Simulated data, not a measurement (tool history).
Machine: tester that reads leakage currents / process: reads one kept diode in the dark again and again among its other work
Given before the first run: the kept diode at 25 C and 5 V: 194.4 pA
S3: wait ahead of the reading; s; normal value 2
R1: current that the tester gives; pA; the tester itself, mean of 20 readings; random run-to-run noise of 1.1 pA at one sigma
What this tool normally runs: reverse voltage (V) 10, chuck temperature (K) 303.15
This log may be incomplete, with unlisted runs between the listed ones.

run 1 hour=0 | reverse_voltage_(V)=10 chuck_temperature_(K)=303.15 S3=2 | R1=377.44
run 2 hour=80.8 | reverse_voltage_(V)=10 chuck_temperature_(K)=303.15 S3=2 | R1=377.85
run 3 hour=223.1 | reverse_voltage_(V)=10 chuck_temperature_(K)=303.15 S3=2 | R1=376.45
run 4 hour=317.9 | reverse_voltage_(V)=10 chuck_temperature_(K)=303.15 S3=2 | R1=379.67
run 5 hour=407 | reverse_voltage_(V)=10 chuck_temperature_(K)=303.15 S3=2 | R1=377.24
run 6 hour=535.3 | reverse_voltage_(V)=2.9 chuck_temperature_(K)=303.15 S3=1.88 | R1=221.88
run 7 hour=616.3 | reverse_voltage_(V)=8.6 chuck_temperature_(K)=303.15 S3=3.16 | R1=353.37
run 8 hour=741.5 | reverse_voltage_(V)=8.6 chuck_temperature_(K)=303.15 S3=3.16 | R1=353.32
run 9 hour=842.1 | reverse_voltage_(V)=8.6 chuck_temperature_(K)=303.15 S3=3.16 | R1=353.72
run 10 hour=905.6 | reverse_voltage_(V)=8.6 chuck_temperature_(K)=303.15 S3=3.16 | R1=351.02

Withheld: 1 entry from between the runs. Position of each, and hidden state at the listed run before versus the listed run after:
Between runs 4 and 5: probe card cleaned and baked (hour 378)
  stray current of the dirty probe card, pA a volt: 0.041 -> 0.02
